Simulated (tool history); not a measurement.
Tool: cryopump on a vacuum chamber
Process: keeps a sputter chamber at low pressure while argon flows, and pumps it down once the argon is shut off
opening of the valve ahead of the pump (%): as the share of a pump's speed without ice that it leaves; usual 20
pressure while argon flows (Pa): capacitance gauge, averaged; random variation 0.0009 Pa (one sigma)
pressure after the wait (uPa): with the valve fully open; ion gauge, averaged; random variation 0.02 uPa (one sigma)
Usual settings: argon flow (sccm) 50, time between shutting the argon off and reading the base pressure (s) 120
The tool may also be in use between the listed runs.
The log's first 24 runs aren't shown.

run	hour	argon flow (sccm)	time between shutting the argon off and reading the base pressure (s)	opening of the valve ahead of the pump (%)	hours of work since the pump was warmed up and emptied	hours of work since the cold head was overhauled	hours of work since the chamber's fittings were tightened	pressure while argon flows (Pa)	pressure after the wait (uPa)
25	1767.7	27	112	47	127	1664	645	0.0458	0.68
26	1853.0	67	112	47	169	1706	687	0.1137	0.70
27	1930.6	67	112	47	207	1744	725	0.1153	0.71
28	1975.3	50	36	42	230	1766	747	0.0957	0.99
29	2037.3	50	36	42	260	1797	778	0.0977	1.07
30	2120.0	54	36	56	301	1837	818	0.0829	1.15
31	2167.1	54	36	56	324	1860	842	0.0847	1.18
32	2215.9	54	47	38	348	1884	866	0.1188	1.06
33	2283.4	59	82	20	381	1918	899	0.2371	1.00
34	2380.1	59	82	20	429	1965	946	0.2410	1.07
35	2423.7	52	120	20	450	1987	968	0.2139	1.05

3 ways to go on from here, each from the tool as it stands after run 35. What would each give?
A	2511.7	32	120	20	493	2030	1011	?	?
B	2511.7	31	120	20	493	2030	1011	?	?
C	2511.7	47	241	58	493	2030	1011	?	?

run	pressure while argon flows (Pa)	pressure after the wait (uPa)
A	0.1331	1.13
B	0.1271	1.11
C	0.0799	1.05
Without the tool's hidden state the same runs would have given:
run	pressure while argon flows (Pa)	pressure after the wait (uPa)
A	0.1201	0.29
B	0.1145	0.26
C	0.0607	0.20
